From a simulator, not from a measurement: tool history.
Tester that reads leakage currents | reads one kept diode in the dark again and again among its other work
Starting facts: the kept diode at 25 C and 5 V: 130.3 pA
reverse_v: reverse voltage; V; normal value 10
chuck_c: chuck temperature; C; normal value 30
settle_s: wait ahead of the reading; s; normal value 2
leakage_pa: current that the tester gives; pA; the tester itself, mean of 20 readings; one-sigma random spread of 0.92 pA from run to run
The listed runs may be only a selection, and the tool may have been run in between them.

run     day  reverse_v  chuck_c  settle_s  leakage_pa
  1       0         10       30         2      316.63
  2   2.675         10       30         2       316.2
  3   5.079        2.2       30         2      133.23
  4   6.325        2.2       30         2      132.89
  5   9.054         10       30         2      319.46
  6  11.842         10       30         2      319.39
  7  13.483         10       30         2      319.35
  8  15.183         10       30         2      320.02
  9  17.083         10       40         2      742.92
 10  18.829         10       40         2      747.66
 11  21.375        3.5       30         2      175.57
 12  23.946        3.5       30         2      175.25
 13  25.392         10       30         2      321.93
 14  28.104       15.3       30         2      413.41
 15  29.679       15.3       30         2      416.38
 16  31.671         10       37         2      587.32
 17  34.538         10       37         2      592.77
 18  37.325         10       30         2      328.46
 19  40.017         10       53         2     2144.13
 20  42.229         10       53         2     2155.46
 21  44.167         15       21      0.56      205.03
 22  45.879        3.2       30      8.57      170.46
 23  48.208        3.2       30      8.57      170.25
 24  50.508        5.9       40      7.88      553.97
 25  52.492        5.9       40      7.88      555.31
 26  54.942        5.9       40      7.88      558.33
 27  56.312        9.5       56      6.98     2625.57
 28  59.038        9.5       56      6.98     2644.59
 29  61.212        9.5       56      6.98      2642.4
 30  63.883        9.5       56      6.98     2655.64
 31  66.396        9.5       56      6.98     2643.72
 32  69.046        9.5       56      6.98     2662.84
 33  70.242        9.5       56      6.98     2655.13
 34  71.521       10.4       56      3.04     2786.61
 35  73.317       10.4       56      3.04     2793.41
 36    75.9         10       37      0.97      579.06
 37  77.133        2.4       37      6.17      256.35
 38   79.75        1.3       26      1.26        69.2
 39  82.362        4.3       52      0.41     1232.18

Removed from this log: 3 entries logged between the listed runs. Between which two listed runs does each belong, and how does the tool's hidden state at the listed run before it compare with that at the listed run after it?
Runs 20 to 21: probe card cleaned and baked (day 42.529)
  stray current of the dirty probe card, pA a volt: 1.714 -> 2.01; current scale over the true one, %: -0.71 -> -0.72; true chuck temperature over the reading, C: 0.27 -> 0.28
  measured less the result without the state, leakage_pa: +45.82 -> +32.78 pA
Runs 23 to 24: probe card cleaned and baked, once more (day 49.367)
  stray current of the dirty probe card, pA a volt: 2.061 -> 0.041; current scale over the true one, %: -0.73 -> -0.74; true chuck temperature over the reading, C: 0.31 -> 0.33
  measured less the result without the state, leakage_pa: +9.79 -> +11.15 pA
Runs 35 to 36: chuck's temperature calibrated (day 75.55)
  stray current of the dirty probe card, pA a volt: 0.317 -> 0.35; current scale over the true one, %: -0.83 -> -0.84; true chuck temperature over the reading, C: 0.49 -> 0.22
  measured less the result without the state, leakage_pa: +83.35 -> +9.28 pA
